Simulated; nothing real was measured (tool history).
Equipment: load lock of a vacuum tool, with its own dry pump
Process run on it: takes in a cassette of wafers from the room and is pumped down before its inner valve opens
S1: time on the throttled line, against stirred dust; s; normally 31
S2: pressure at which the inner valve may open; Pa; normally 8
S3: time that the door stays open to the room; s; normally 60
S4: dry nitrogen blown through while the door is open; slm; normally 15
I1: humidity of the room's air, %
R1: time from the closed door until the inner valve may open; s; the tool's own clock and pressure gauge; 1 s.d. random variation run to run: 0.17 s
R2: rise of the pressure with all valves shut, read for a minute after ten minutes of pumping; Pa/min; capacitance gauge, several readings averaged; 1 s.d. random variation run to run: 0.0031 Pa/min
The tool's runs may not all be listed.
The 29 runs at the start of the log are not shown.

run,day,S1,S2,S3,S4,I1,R1,R2
30,257.796,21,8,60,15,44.5,44.4,0.151
31,265.438,21,8,34,15,44,44.6,0.133
32,272.583,28,15,125,14,43.9,48.9,0.199
33,278.3,17,8,135,5,47.7,40.9,0.255
# day 286.883: dry pump taken out, an overhauled one fitted
34,288.404,32,8,86,15,45.6,50.4,0.183
35,294.333,32,8,86,15,43.9,50.2,0.174
36,302.983,19,16,86,15,44.9,37.3,0.18
37,312.629,36,9,31,24,46.3,53.4,0.136

Below are 4 alternative next runs, each starting from the tool's condition after run 37. Predict each:
A,320.092,21,8,147,5,47.9,?,?
B,320.092,31,8,134,15,43.2,?,?
C,320.092,45,14,31,31,45.5,?,?
D,320.092,16,8,137,15,47.7,?,?

run,R1,R2
A,40.5,0.28
B,49.6,0.211
C,60.2,0.132
D,36.2,0.227
Take away the tool's hidden state, keep each run's random variation, and the runs would have read:
run,R1,R2
A,40.4,0.179
B,49.5,0.111
C,60.2,0.032
D,36.1,0.127
